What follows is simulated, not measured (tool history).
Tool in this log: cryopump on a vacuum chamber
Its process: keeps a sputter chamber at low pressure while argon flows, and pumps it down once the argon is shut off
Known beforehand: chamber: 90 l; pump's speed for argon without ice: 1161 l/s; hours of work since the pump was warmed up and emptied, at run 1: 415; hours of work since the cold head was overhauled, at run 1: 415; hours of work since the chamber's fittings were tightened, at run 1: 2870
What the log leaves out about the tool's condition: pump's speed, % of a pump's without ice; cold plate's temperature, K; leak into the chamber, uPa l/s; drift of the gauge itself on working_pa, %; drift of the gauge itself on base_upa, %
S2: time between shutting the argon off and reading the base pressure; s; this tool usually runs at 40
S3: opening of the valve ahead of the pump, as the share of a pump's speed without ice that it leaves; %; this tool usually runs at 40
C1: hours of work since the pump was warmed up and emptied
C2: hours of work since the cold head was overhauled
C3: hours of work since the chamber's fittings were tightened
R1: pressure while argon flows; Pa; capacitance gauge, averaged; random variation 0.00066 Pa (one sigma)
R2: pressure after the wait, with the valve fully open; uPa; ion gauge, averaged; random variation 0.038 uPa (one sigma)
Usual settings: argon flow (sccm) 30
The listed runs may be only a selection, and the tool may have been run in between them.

run 1 hour=0 | argon_flow_(sccm)=30 S2=40 S3=40 | C1=415 C2=415 C3=2870 | R1=0.115 R2=3.13
run 2 hour=14.2 | argon_flow_(sccm)=30 S2=40 S3=40 | C1=423 C2=423 C3=2878 | R1=0.1147 R2=3.17
run 3 hour=27.9 | argon_flow_(sccm)=30 S2=40 S3=40 | C1=432 C2=432 C3=2887 | R1=0.1149 R2=3.18
run 4 hour=44.6 | argon_flow_(sccm)=30 S2=149 S3=40 | C1=442 C2=442 C3=2897 | R1=0.1157 R2=1.71
run 5 hour=61.6 | argon_flow_(sccm)=30 S2=149 S3=40 | C1=452 C2=452 C3=2907 | R1=0.1167 R2=1.7
run 6 hour=75.7 | argon_flow_(sccm)=24 S2=40 S3=40 | C1=461 C2=461 C3=2916 | R1=0.0934 R2=3.14
run 7 hour=99 | argon_flow_(sccm)=30 S2=40 S3=26 | C1=475 C2=475 C3=2930 | R1=0.1762 R2=3.2
run 8 hour=122.2 | argon_flow_(sccm)=30 S2=40 S3=26 | C1=489 C2=489 C3=2945 | R1=0.1739 R2=3.19
run 9 hour=146.7 | argon_flow_(sccm)=30 S2=40 S3=26 | C1=504 C2=504 C3=2960 | R1=0.1754 R2=3.13
run 10 hour=161.3 | argon_flow_(sccm)=30 S2=40 S3=26 | C1=513 C2=513 C3=2968 | R1=0.175 R2=3.16
run 11 hour=180.9 | argon_flow_(sccm)=51 S2=40 S3=40 | C1=525 C2=525 C3=2981 | R1=0.2004 R2=3.22
run 12 hour=200.2 | argon_flow_(sccm)=51 S2=40 S3=40 | C1=537 C2=537 C3=2992 | R1=0.1997 R2=3.13
run 13 hour=226.2 | argon_flow_(sccm)=51 S2=40 S3=40 | C1=553 C2=553 C3=3008 | R1=0.1988 R2=3.25
run 14 hour=241.9 | argon_flow_(sccm)=51 S2=40 S3=40 | C1=563 C2=563 C3=3018 | R1=0.1991 R2=3.19
run 15 hour=268.3 | argon_flow_(sccm)=30 S2=258 S3=40 | C1=579 C2=579 C3=3034 | R1=0.1175 R2=1.57
run 16 hour=288.8 | argon_flow_(sccm)=30 S2=40 S3=40 | C1=591 C2=591 C3=3047 | R1=0.1194 R2=3.23
run 17 hour=313.3 | argon_flow_(sccm)=30 S2=104 S3=40 | C1=606 C2=606 C3=3062 | R1=0.1173 R2=2.1
run 18 hour=332.5 | argon_flow_(sccm)=30 S2=104 S3=40 | C1=618 C2=618 C3=3073 | R1=0.118 R2=2.07
run 19 hour=346.9 | argon_flow_(sccm)=30 S2=55 S3=32 | C1=627 C2=627 C3=3082 | R1=0.1451 R2=2.73
run 20 hour=363.5 | argon_flow_(sccm)=30 S2=55 S3=32 | C1=637 C2=637 C3=3092 | R1=0.145 R2=2.76
run 21 hour=390.9 | argon_flow_(sccm)=30 S2=55 S3=32 | C1=654 C2=654 C3=3109 | R1=0.146 R2=2.77
run 22 hour=411.8 | argon_flow_(sccm)=30 S2=242 S3=30 | C1=667 C2=667 C3=3122 | R1=0.155 R2=1.73
run 23 hour=429.1 | argon_flow_(sccm)=30 S2=242 S3=55 | C1=677 C2=677 C3=3132 | R1=0.0898 R2=1.72
run 24 hour=452.8 | argon_flow_(sccm)=25 S2=38 S3=44 | C1=692 C2=692 C3=3147 | R1=0.0911 R2=3.32
run 25 hour=469 | argon_flow_(sccm)=25 S2=38 S3=44 | C1=702 C2=702 C3=3157 | R1=0.0914 R2=3.42
run 26 hour=482.5 | argon_flow_(sccm)=22 S2=20 S3=40 | C1=710 C2=710 C3=3165 | R1=0.0891 R2=5.19
run 27 hour=509.9 | argon_flow_(sccm)=30 S2=20 S3=23 | C1=727 C2=727 C3=3182 | R1=0.2011 R2=5.27
run 28 hour=535.7 | argon_flow_(sccm)=25 S2=132 S3=40 | C1=742 C2=742 C3=3198 | R1=0.1007 R2=1.96
run 29 hour=556 | argon_flow_(sccm)=41 S2=126 S3=18 | C1=755 C2=755 C3=3210 | R1=0.3447 R2=2
run 30 hour=572.3 | argon_flow_(sccm)=18 S2=98 S3=47 | C1=765 C2=765 C3=3220 | R1=0.0634 R2=2.16
run 31 hour=591 | argon_flow_(sccm)=30 S2=30 S3=23 | C1=776 C2=776 C3=3232 | R1=0.2012 R2=4.04
run 32 hour=617.5 | argon_flow_(sccm)=30 S2=30 S3=23 | C1=793 C2=793 C3=3248 | R1=0.2027 R2=3.87
run 33 hour=635.4 | argon_flow_(sccm)=30 S2=30 S3=23 | C1=804 C2=804 C3=3259 | R1=0.202 R2=4.11
run 34 hour=650.9 | argon_flow_(sccm)=30 S2=222 S3=26 | C1=813 C2=813 C3=3268 | R1=0.1808 R2=1.78

What if the next run were any one of these 4? Each begins from the tool's condition after run 34:
run A hour=672 | argon_flow_(sccm)=20 S2=40 S3=36 | C1=826 C2=826 C3=3281 | R1=? R2=?
run B hour=672 | argon_flow_(sccm)=22 S2=25 S3=38 | C1=826 C2=826 C3=3281 | R1=? R2=?
run C hour=672 | argon_flow_(sccm)=58 S2=222 S3=26 | C1=826 C2=826 C3=3281 | R1=? R2=?
run D hour=672 | argon_flow_(sccm)=38 S2=153 S3=26 | C1=826 C2=826 C3=3281 | R1=? R2=?

run=A R1=0.0889 R2=3.37
run=B R1=0.094 R2=4.63
run=C R1=0.3504 R2=1.86
run=D R1=0.2284 R2=2.04
With the hidden condition removed and each run's random variation left untouched, the same runs would have given:
run=A R1=0.0803 R2=2.15
run=B R1=0.0845 R2=3.39
run=C R1=0.3254 R2=0.63
run=D R1=0.2121 R2=0.81
